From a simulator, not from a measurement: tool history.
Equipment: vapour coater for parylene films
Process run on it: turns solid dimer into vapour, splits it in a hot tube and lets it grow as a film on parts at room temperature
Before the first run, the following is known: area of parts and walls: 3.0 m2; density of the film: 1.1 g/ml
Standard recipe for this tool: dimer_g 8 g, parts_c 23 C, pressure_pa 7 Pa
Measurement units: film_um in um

run     day  dimer_g  parts_c  pressure_pa  film_um
  1       0        8       23            7    1.173
  2   0.971        8       19            7     1.38
      1.579  -- trap's valve overhauled
  3    1.85        8       23          2.3    1.488
  4   2.858        8       20            7    1.482
  5   4.017        8       34            7    0.886
  6   5.308        4       34            7    0.445
  7   6.425        4       34            7    0.431
  8   7.392        4       34            7    0.438
  9   8.812        4       34            7    0.426
 10  10.021        4       34            7    0.426
 11  10.792        8       23         2.71    1.434
 12  11.788        8       16         2.71    1.827
 13  13.046        8       16         2.71    1.818
 14  14.267        8       25            7    1.183
 15  14.996       12       22         9.37    1.925
 16  16.433       12       22         9.37    1.924
 17  17.704       12       22         9.37    1.896
 18  18.454       12       22         9.37    1.898
 19  19.821        7       17            7    1.374
 20  20.646        8       16         5.31     1.65
 21   22.15        8       23            7    1.234
 22  23.508       12       18         2.66    2.445
 23  24.892        6       21         4.53    1.022
 24  26.325        6       21         4.53    1.016
 25  27.396        8       17        10.93    1.435
 26  28.938       14       26         4.28     1.99
 27  29.729        9       26         4.28    1.293

Branching from run 27: 3 alternative next runs. What would each branch give?
  A  31.075        8       26            7        ?
  B  31.075       11       24          4.3        ?
  C  31.075        9       31         4.28        ?

run  film_um
  A    1.078
  B    1.677
  C    1.052
What these runs would have given with no unlogged condition in the tool:
run  film_um
  A    1.227
  B     1.91
  C      1.2
